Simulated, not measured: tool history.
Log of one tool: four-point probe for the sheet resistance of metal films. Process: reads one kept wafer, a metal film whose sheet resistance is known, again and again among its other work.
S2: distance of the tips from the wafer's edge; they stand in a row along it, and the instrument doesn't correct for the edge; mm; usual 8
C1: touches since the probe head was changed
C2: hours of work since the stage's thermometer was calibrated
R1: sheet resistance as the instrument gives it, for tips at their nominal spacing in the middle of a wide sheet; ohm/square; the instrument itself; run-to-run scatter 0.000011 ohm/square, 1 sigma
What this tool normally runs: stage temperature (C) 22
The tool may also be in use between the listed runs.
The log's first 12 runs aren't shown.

Run 13, hour 273.3: usual settings; C1 25392; C2 402. Result: R1 0.052297 ohm/square.
Run 14, hour 298.5: usual settings; C1 26107; C2 414. Result: R1 0.052307 ohm/square.
Run 15, hour 318.1: usual settings but S2 29 mm; C1 26662; C2 422. Result: R1 0.051644 ohm/square.
Run 16, hour 346.2: usual settings but stage temperature (C) 23; C1 27460; C2 435. Result: R1 0.052291 ohm/square.
Run 17, hour 377: usual settings but stage temperature (C) 31, S2 9 mm; C1 28333; C2 449. Result: R1 0.052149 ohm/square.
Run 18, hour 390.3: usual settings but stage temperature (C) 24; C1 28711; C2 455. Result: R1 0.052302 ohm/square.
Run 19, hour 409.1: usual settings but stage temperature (C) 23, S2 10 mm; C1 29244; C2 463. Result: R1 0.052033 ohm/square.
Run 20, hour 441.4: usual settings but stage temperature (C) 21, S2 4 mm; C1 30158; C2 478. Result: R1 0.054246 ohm/square.
Run 21, hour 468.4: usual settings but stage temperature (C) 21, S2 4 mm; C1 30923; C2 490. Result: R1 0.054243 ohm/square.
Run 22, hour 496.7: usual settings but stage temperature (C) 21, S2 4 mm; C1 31727; C2 503. Result: R1 0.054263 ohm/square.
Run 23, hour 521: usual settings but stage temperature (C) 33, S2 60 mm; C1 32415; C2 513. Result: R1 0.051588 ohm/square.
Run 24, hour 538.4: usual settings but stage temperature (C) 24, S2 5 mm; C1 32909; C2 521. Result: R1 0.053325 ohm/square.

Expected results for the next run?
Run 25, hour 556.9: usual settings but stage temperature (C) 32, S2 43 mm; C1 33434; C2 530. Result: R1 ?.

R1: 0.051603 ohm/square
If the tool had no hidden condition, the same run with the same run-to-run variation would have returned R1 0.051909 ohm/square.

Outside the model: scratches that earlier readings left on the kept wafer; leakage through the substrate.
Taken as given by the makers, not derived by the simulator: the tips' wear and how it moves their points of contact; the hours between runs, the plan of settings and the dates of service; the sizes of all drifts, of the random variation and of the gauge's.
